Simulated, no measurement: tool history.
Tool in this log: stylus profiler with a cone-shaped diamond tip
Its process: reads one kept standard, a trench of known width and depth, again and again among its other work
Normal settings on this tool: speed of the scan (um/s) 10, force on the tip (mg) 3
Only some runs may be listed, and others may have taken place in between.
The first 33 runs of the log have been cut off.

run,hour,speed of the scan (um/s),force on the tip (mg),scans with this tip,hours of work since the height scale was calibrated,depth of the trench (angstrom),width of the trench's floor (nm)
34,885.3,3,8.76,10092,334,10321.6,44400
35,913.7,3,8.76,10255,352,10324.2,44390
36,934.5,3,8.76,10374,365,10325.8,44370
37,955.3,13,1.02,10493,379,10086.7,44330
38,988.6,7,3.59,10684,401,10182.6,44310
39,1018.8,17,1.98,10857,420,10129.3,44240
40,1053.6,3,4.93,11057,443,10227.3,44310
41,1091.2,22,4.93,11272,467,10228.1,44200
42,1112.9,14,1.16,11397,481,10095.1,44150
43,1149.4,9,3.49,11606,505,10182.6,44160
44,1168.7,4,1.06,11716,518,10091.2,44160

Below are 3 alternative next runs, each starting from the tool's condition after run 44. Predict each:
A,1205,3,5.33,11924,541,?,?
B,1205,10,1.34,11924,541,?,?
C,1205,33,1.97,11924,541,?,?

run,depth of the trench (angstrom),width of the trench's floor (nm)
A,10240.6,44130
B,10104.1,44050
C,10128.3,43970
Take away the tool's hidden state, keep each run's random variation, and the runs would have read:
run,depth of the trench (angstrom),width of the trench's floor (nm)
A,10221.2,46550
B,10084.9,46470
C,10109,46390
